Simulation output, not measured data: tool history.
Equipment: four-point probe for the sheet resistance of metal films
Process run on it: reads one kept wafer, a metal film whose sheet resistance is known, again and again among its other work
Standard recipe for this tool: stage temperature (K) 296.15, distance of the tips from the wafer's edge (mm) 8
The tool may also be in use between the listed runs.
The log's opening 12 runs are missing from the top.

run,day,stage temperature (K),distance of the tips from the wafer's edge (mm),sheet resistance as the instrument gives it (ohm/square)
13,7.371,296.15,8,14.717146
14,8.004,296.15,8,14.726955
15,8.521,296.15,8,14.721914
16,9.000,296.15,8,14.726548
17,9.829,296.15,8,14.725295
18,10.271,305.15,8,14.679838
19,11.046,294.15,11,14.719403
20,11.867,303.15,26,14.662964
21,12.692,292.15,9,14.739891
22,13.229,292.15,9,14.732781
23,14.083,291.15,4,14.839417
24,14.779,305.15,4,14.774130
25,15.233,306.15,9,14.670860
26,15.817,300.15,7,14.717508
27,16.712,294.15,7,14.739989
28,17.146,298.15,19,14.688491
29,17.667,298.15,19,14.684642
30,18.154,298.15,19,14.687401
31,18.971,304.15,28,14.655480
32,19.738,303.15,35,14.673628
33,20.471,292.15,26,14.723449
34,21.092,302.15,26,14.671238
35,21.671,307.15,42,14.641626
36,22.358,307.15,42,14.647742

Alternative continuations, all from the tool just after run 36; predict every row:
A,22.888,293.15,8,?
B,22.888,304.15,8,?
C,22.888,297.15,42,?
D,22.888,297.15,49,?

run,sheet resistance as the instrument gives it (ohm/square)
A,14.736422
B,14.692238
C,14.691889
D,14.690977
With no hidden state in the tool, these same runs would have given:
run,sheet resistance as the instrument gives it (ohm/square)
A,14.783857
B,14.739320
C,14.739109
D,14.738193
